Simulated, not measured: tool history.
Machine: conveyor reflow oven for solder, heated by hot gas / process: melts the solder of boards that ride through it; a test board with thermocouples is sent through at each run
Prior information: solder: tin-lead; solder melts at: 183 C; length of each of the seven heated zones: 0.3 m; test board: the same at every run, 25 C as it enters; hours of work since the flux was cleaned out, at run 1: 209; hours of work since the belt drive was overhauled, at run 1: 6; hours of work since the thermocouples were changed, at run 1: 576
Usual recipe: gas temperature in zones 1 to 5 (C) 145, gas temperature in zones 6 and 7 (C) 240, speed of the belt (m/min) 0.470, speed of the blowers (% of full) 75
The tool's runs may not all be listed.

run,day,gas temperature in zones 1 to 5 (C),gas temperature in zones 6 and 7 (C),speed of the belt (m/min),speed of the blowers (% of full),hours of work since the flux was cleaned out,hours of work since the belt drive was overhauled,hours of work since the thermocouples were changed,highest temperature of the board (C),time above the solder's melting point (s)
1,0.000,145,240,0.470,75,209,6,576,221.1,62.2
2,0.379,145,240,0.470,75,213,10,580,221.0,62.5
3,0.650,145,240,0.470,75,216,13,583,220.8,61.8
4,1.192,145,240,0.472,75,222,18,589,221.1,61.0
5,1.738,145,240,0.472,75,228,24,595,220.9,61.5
6,2.129,145,240,0.472,75,232,29,599,220.7,61.4
7,2.608,145,250,0.472,75,237,34,604,229.1,67.0
8,2.925,145,250,0.472,75,241,37,608,228.4,67.5
9,3.371,145,240,0.470,75,246,42,612,220.6,61.2
10,3.717,145,240,0.470,75,249,46,616,221.4,62.1
11,4.225,140,240,0.470,75,255,51,622,219.5,58.9
# day 4.467: flux residue cleaned out of gas plates and filters
12,4.717,140,240,0.470,75,3,54,625,217.2,56.4
13,5.250,145,236,0.470,75,9,60,630,214.6,56.8
14,5.725,145,240,0.470,75,14,65,636,218.2,59.0
15,5.988,145,240,0.470,75,16,68,638,218.0,58.1
16,6.412,145,240,0.560,75,21,73,643,210.7,42.6
17,6.767,145,240,0.470,62,25,77,647,213.3,54.6
18,7.062,150,230,0.484,73,28,80,650,209.8,51.9
# day 7.467: flux residue cleaned out of gas plates and filters, once more
19,7.679,150,230,0.508,53,2,84,655,205.8,43.7
20,8.083,160,251,0.462,84,7,89,659,239.3,79.3
21,8.338,160,251,0.462,84,9,91,662,238.9,79.4
22,8.717,160,243,0.462,61,14,95,666,225.5,72.5
23,8.942,145,248,0.470,75,16,98,668,230.6,68.4
24,9.179,143,248,0.470,75,19,101,671,229.8,67.0
25,9.475,143,248,0.470,75,22,104,674,229.7,66.8
26,9.904,143,248,0.470,75,26,108,679,229.6,66.9
27,10.242,143,248,0.453,66,30,112,682,228.0,68.6
28,10.729,143,248,0.453,66,35,117,688,228.1,68.3
29,11.104,138,240,0.470,75,39,121,692,222.3,60.4
30,11.508,138,240,0.470,75,44,126,696,221.6,60.4
31,11.829,145,252,0.470,75,47,129,700,233.6,69.8

Measured less the same run without the tool's hidden state. The same run-to-run variation is in both; the gauge's scatter may not be:
Unlogged tool condition in this case: heat that the gas passes to the board, % of a clean oven's; belt's true speed, % of the reading; true gas temperature in zones 6 and 7 over the reading, C; drift of the gauge itself on peak_c, C; drift of the gauge itself on liquid_s, %.
run,highest temperature of the board (C),time above the solder's melting point (s)
1,-0.5,-0.7
2,-0.5,-0.7
3,-0.5,-0.8
4,-0.7,-0.8
5,-0.7,-0.9
6,-0.8,-0.9
7,-0.9,-0.6
8,-1.0,-0.6
9,-0.8,-1.0
10,-0.9,-1.0
11,-1.1,-1.2
12,-3.9,-3.8
13,-3.5,-3.9
14,-3.7,-3.6
15,-3.7,-3.6
16,-5.0,-5.3
17,-3.5,-4.0
18,-3.2,-4.6
19,+1.9,+2.1
20,+2.2,+1.0
21,+2.2,+1.0
22,+2.0,+1.3
23,+1.9,+1.2
24,+2.0,+1.2
25,+1.9,+1.1
26,+1.8,+1.1
27,+1.9,+1.2
28,+1.8,+1.2
29,+1.8,+1.1
30,+1.7,+1.2
31,+1.7,+1.0
